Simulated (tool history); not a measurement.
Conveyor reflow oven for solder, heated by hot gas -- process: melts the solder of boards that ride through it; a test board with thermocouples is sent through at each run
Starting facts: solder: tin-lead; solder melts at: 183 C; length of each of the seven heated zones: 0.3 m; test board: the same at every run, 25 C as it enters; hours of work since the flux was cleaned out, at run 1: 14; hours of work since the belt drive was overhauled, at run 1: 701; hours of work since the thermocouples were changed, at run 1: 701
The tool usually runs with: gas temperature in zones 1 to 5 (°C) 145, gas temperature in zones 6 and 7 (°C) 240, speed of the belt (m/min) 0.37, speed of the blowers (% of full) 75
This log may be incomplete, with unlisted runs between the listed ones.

run	hour	gas temperature in zones 1 to 5 (°C)	gas temperature in zones 6 and 7 (°C)	speed of the belt (m/min)	speed of the blowers (% of full)	hours of work since the flux was cleaned out	hours of work since the belt drive was overhauled	hours of work since the thermocouples were changed	highest temperature of the board (°C)	time above the solder's melting point (s)
1	0	145	240	0.37	75	14	701	701	225.8	83.4
2	14.9	145	240	0.37	75	26	712	712	225.8	83.4
3	29	145	240	0.37	75	37	723	723	226.3	83.5
4	54.9	145	240	0.37	54	57	743	743	218.6	75.9
5	67.3	145	240	0.384	54	66	753	753	216.7	72.5
6	80.5	145	240	0.384	54	76	763	763	217.7	72
7	94.1	145	240	0.37	75	87	773	773	225.1	84.2
8	120.9	145	240	0.37	75	108	794	794	225.8	83.1
9	141.3	145	240	0.37	75	123	810	810	226.1	82.9
10	156.9	145	240	0.37	75	135	822	822	225.1	83.4
# hour 180.9: thermocouples of zones 6 and 7 changed
11	184.6	145	240	0.37	67	155	841	3	223	81.6
# hour 203.9: belt drive overhauled, speed set with a stopwatch
12	205.6	145	240	0.37	67	168	1	16	223.8	80.9
13	225.7	145	230	0.37	75	184	17	31	216.8	76.3
14	242.6	133	240	0.37	75	197	30	44	223.8	76.1
15	264.1	145	237	0.37	75	213	46	61	223.2	81.8
16	277.4	144	240	0.424	75	223	57	71	220.9	68.3
17	301.4	144	251	0.351	75	242	75	90	236.6	95.1
18	322.8	144	251	0.351	75	258	92	106	237.3	94.8
19	345.8	139	240	0.431	75	276	109	124	218.9	63.3
20	357.5	145	253	0.391	50	285	118	133	225.1	76.7
21	372.5	145	253	0.391	50	297	130	144	225.2	76.8
22	387.7	134	253	0.428	54	308	141	156	220	62.2
23	410.2	151	240	0.415	75	326	159	173	223.2	75
24	433.4	151	240	0.415	75	344	177	191	222.6	75.2
25	455.5	151	240	0.415	75	360	194	208	222.3	75.3
26	469.9	144	240	0.37	75	372	205	219	224.9	82.6
# hour 479: flux residue cleaned out of gas plates and filters
27	490.9	144	240	0.37	75	9	217	232	225.5	82.4
28	510.3	144	240	0.37	75	24	232	247	225.6	82.3
29	536.2	145	245	0.37	61	44	252	267	226	82.7
30	556.7	145	234	0.37	75	60	268	282	220.4	79.3

Entry by entry between the runs, the difference in hidden state between the last listed run before and the first listed run after:
Between runs 10 and 11: thermocouples of zones 6 and 7 changed (hour 180.9)
  heat that the gas passes to the board, % of a clean oven's: 99.6 -> 99.5; true gas temperature in zones 6 and 7 over the reading, C: 0.23 -> 0.02
Between runs 11 and 12: belt drive overhauled, speed set with a stopwatch (hour 203.9)
  belt's true speed, % of the reading: 99.9 -> 100; true gas temperature in zones 6 and 7 over the reading, C: 0.02 -> 0.03
Between runs 26 and 27: flux residue cleaned out of gas plates and filters (hour 479)
  heat that the gas passes to the board, % of a clean oven's: 99 -> 99.9
